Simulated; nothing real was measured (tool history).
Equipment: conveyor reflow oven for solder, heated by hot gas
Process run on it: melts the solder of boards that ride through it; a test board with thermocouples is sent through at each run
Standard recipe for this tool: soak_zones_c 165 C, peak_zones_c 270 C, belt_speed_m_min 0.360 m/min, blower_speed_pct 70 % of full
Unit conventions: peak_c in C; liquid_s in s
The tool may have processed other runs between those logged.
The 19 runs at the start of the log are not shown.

| run | hour | soak_zones_c | peak_zones_c | belt_speed_m_min | blower_speed_pct | peak_c | liquid_s |
|---|---|---|---|---|---|---|---|
| 20 | 411.2 | 165 | 270 | 0.376 | 79 | 245.9 | 62.0 |
| 21 | 426.4 | 154 | 265 | 0.322 | 81 | 245.2 | 68.5 |
|  | 440.7 | flux residue cleaned out of gas plates and filters |
| 22 | 448.9 | 154 | 265 | 0.322 | 81 | 247.9 | 73.9 |
|  | 471.9 | thermocouples of zones 6 and 7 changed |
| 23 | 484.8 | 165 | 269 | 0.360 | 70 | 251.3 | 70.3 |
| 24 | 503.6 | 165 | 258 | 0.375 | 64 | 239.1 | 52.4 |
| 25 | 533.0 | 165 | 273 | 0.371 | 70 | 253.3 | 69.9 |
| 26 | 561.3 | 165 | 273 | 0.371 | 70 | 252.5 | 68.7 |
| 27 | 590.8 | 172 | 276 | 0.311 | 59 | 260.6 | 94.9 |
| 28 | 607.1 | 172 | 276 | 0.311 | 59 | 260.1 | 95.0 |
| 29 | 624.3 | 165 | 270 | 0.312 | 76 | 256.7 | 88.1 |
| 30 | 651.9 | 165 | 266 | 0.353 | 61 | 246.4 | 66.5 |
| 31 | 668.8 | 165 | 266 | 0.353 | 58 | 245.8 | 64.5 |

Predict each of these 4 candidate next runs independently; none follows another, all start after run 31:
| A | 689.0 | 175 | 270 | 0.360 | 59 | ? | ? |
| B | 689.0 | 165 | 284 | 0.400 | 58 | ? | ? |
| C | 689.0 | 165 | 273 | 0.360 | 70 | ? | ? |
| D | 689.0 | 169 | 266 | 0.353 | 51 | ? | ? |

| run | peak_c | liquid_s |
|---|---|---|
| A | 250.7 | 73.0 |
| B | 255.1 | 64.4 |
| C | 252.5 | 71.9 |
| D | 244.5 | 64.4 |
The same runs, with their run-to-run variation unchanged, on a tool lacking any hidden condition would have given:
| run | peak_c | liquid_s |
|---|---|---|
| A | 252.3 | 74.0 |
| B | 257.0 | 65.4 |
| C | 254.3 | 73.0 |
| D | 246.1 | 65.9 |

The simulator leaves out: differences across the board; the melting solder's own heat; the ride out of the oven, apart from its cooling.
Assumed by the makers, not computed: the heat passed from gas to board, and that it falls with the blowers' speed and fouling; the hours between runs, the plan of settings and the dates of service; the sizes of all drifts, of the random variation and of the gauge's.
